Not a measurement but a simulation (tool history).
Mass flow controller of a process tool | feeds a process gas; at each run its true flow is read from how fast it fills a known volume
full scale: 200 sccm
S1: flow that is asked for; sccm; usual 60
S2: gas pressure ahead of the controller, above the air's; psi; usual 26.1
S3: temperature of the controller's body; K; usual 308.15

run 1 hour=0 | S1=60 S2=26.1 S3=308.15 | true_flow_(%)=98.03
run 2 hour=117.1 | S1=60 S2=26.1 S3=308.15 | true_flow_(%)=97.74
run 3 hour=234.2 | S1=60 S2=26.1 S3=308.15 | true_flow_(%)=97.86
run 4 hour=307.8 | S1=60 S2=26.1 S3=308.15 | true_flow_(%)=97.95
run 5 hour=437.3 | S1=60 S2=26.1 S3=312.15 | true_flow_(%)=97.46
run 6 hour=526.3 | S1=60 S2=26.1 S3=312.15 | true_flow_(%)=97.43
run 7 hour=608.7 | S1=60 S2=26.1 S3=308.15 | true_flow_(%)=97.74
run 8 hour=760.5 | S1=60 S2=26.1 S3=302.15 | true_flow_(%)=98.34
run 9 hour=885.7 | S1=60 S2=26.1 S3=311.15 | true_flow_(%)=97.42
run 10 hour=1035.2 | S1=60 S2=26.1 S3=311.15 | true_flow_(%)=97.36
run 11 hour=1172.1 | S1=60 S2=26.1 S3=308.15 | true_flow_(%)=97.7
run 12 hour=1275.9 | S1=60 S2=26.1 S3=308.15 | true_flow_(%)=97.67
run 13 hour=1402.7 | S1=126 S2=26.1 S3=308.15 | true_flow_(%)=98.1
run 14 hour=1569.6 | S1=126 S2=26.1 S3=308.15 | true_flow_(%)=98.13
run 15 hour=1702.5 | S1=126 S2=22.2 S3=308.15 | true_flow_(%)=98.21
run 16 hour=1804.5 | S1=60 S2=26.5 S3=308.15 | true_flow_(%)=97.47
run 17 hour=1954 | S1=60 S2=26.1 S3=308.15 | true_flow_(%)=97.43
run 18 hour=2112.1 | S1=60 S2=26.1 S3=308.15 | true_flow_(%)=97.51
run 19 hour=2217.1 | S1=60 S2=26.1 S3=308.15 | true_flow_(%)=97.37
run 20 hour=2353.8 | S1=60 S2=26.1 S3=308.15 | true_flow_(%)=97.36
run 21 hour=2518.6 | S1=60 S2=26.1 S3=308.15 | true_flow_(%)=97.23
run 22 hour=2611.5 | S1=60 S2=35 S3=308.15 | true_flow_(%)=96.91
run 23 hour=2774.6 | S1=60 S2=26.1 S3=308.15 | true_flow_(%)=97.37
run 24 hour=2931 | S1=36 S2=35.7 S3=304.15 | true_flow_(%)=96.92
run 25 hour=3080.1 | S1=60 S2=20.3 S3=308.15 | true_flow_(%)=97.51
run 26 hour=3159.7 | S1=168 S2=20.3 S3=308.15 | true_flow_(%)=98.34
run 27 hour=3262.1 | S1=54 S2=22 S3=310.15 | true_flow_(%)=97.1
run 28 hour=3415.2 | S1=60 S2=27.7 S3=308.15 | true_flow_(%)=97.08
-- hour=3427.3 gauge calibrated
run 29 hour=3500.7 | S1=60 S2=27.7 S3=308.15 | true_flow_(%)=97.74
run 30 hour=3652.6 | S1=60 S2=27.7 S3=308.15 | true_flow_(%)=97.66
run 31 hour=3817.3 | S1=41 S2=30.7 S3=302.15 | true_flow_(%)=98.11
run 32 hour=3928 | S1=41 S2=30.7 S3=302.15 | true_flow_(%)=98.11
run 33 hour=4058 | S1=41 S2=29.2 S3=311.15 | true_flow_(%)=97.21
run 34 hour=4200.3 | S1=60 S2=32.6 S3=308.15 | true_flow_(%)=97.41
run 35 hour=4277 | S1=60 S2=32.6 S3=308.15 | true_flow_(%)=97.51
run 36 hour=4430 | S1=60 S2=27 S3=302.15 | true_flow_(%)=98.29
run 37 hour=4537.1 | S1=199 S2=35 S3=301.15 | true_flow_(%)=99.16
run 38 hour=4627.1 | S1=199 S2=35 S3=301.15 | true_flow_(%)=99.16
run 39 hour=4777.1 | S1=49 S2=35 S3=301.15 | true_flow_(%)=97.86
run 40 hour=4860.7 | S1=49 S2=23.1 S3=301.15 | true_flow_(%)=98.42
run 41 hour=5024.3 | S1=152 S2=26.1 S3=307.15 | true_flow_(%)=98.34
-- hour=5034.4 gauge calibrated
run 42 hour=5121.8 | S1=22 S2=29.2 S3=294.15 | true_flow_(%)=98.99
-- hour=5170.3 controller's zero set anew
run 43 hour=5277.8 | S1=164 S2=37.7 S3=296.15 | true_flow_(%)=99.49
run 44 hour=5350.4 | S1=128 S2=39 S3=306.15 | true_flow_(%)=98.1
run 45 hour=5471.2 | S1=60 S2=39.2 S3=308.15 | true_flow_(%)=97.18
run 46 hour=5636.8 | S1=81 S2=28.4 S3=300.15 | true_flow_(%)=98.56

3 ways to go on from here, each from the tool as it stands after run 46. What would each give?
run A hour=5704.9 | S1=122 S2=20.7 S3=300.15 | true_flow_(%)=?
run B hour=5704.9 | S1=24 S2=39.3 S3=310.15 | true_flow_(%)=?
run C hour=5704.9 | S1=36 S2=38 S3=300.15 | true_flow_(%)=?

run=A true_flow_(%)=99.41
run=B true_flow_(%)=96.71
run=C true_flow_(%)=97.77
Without the tool's hidden state the same runs would have given:
run=A true_flow_(%)=99.57
run=B true_flow_(%)=96.86
run=C true_flow_(%)=97.93
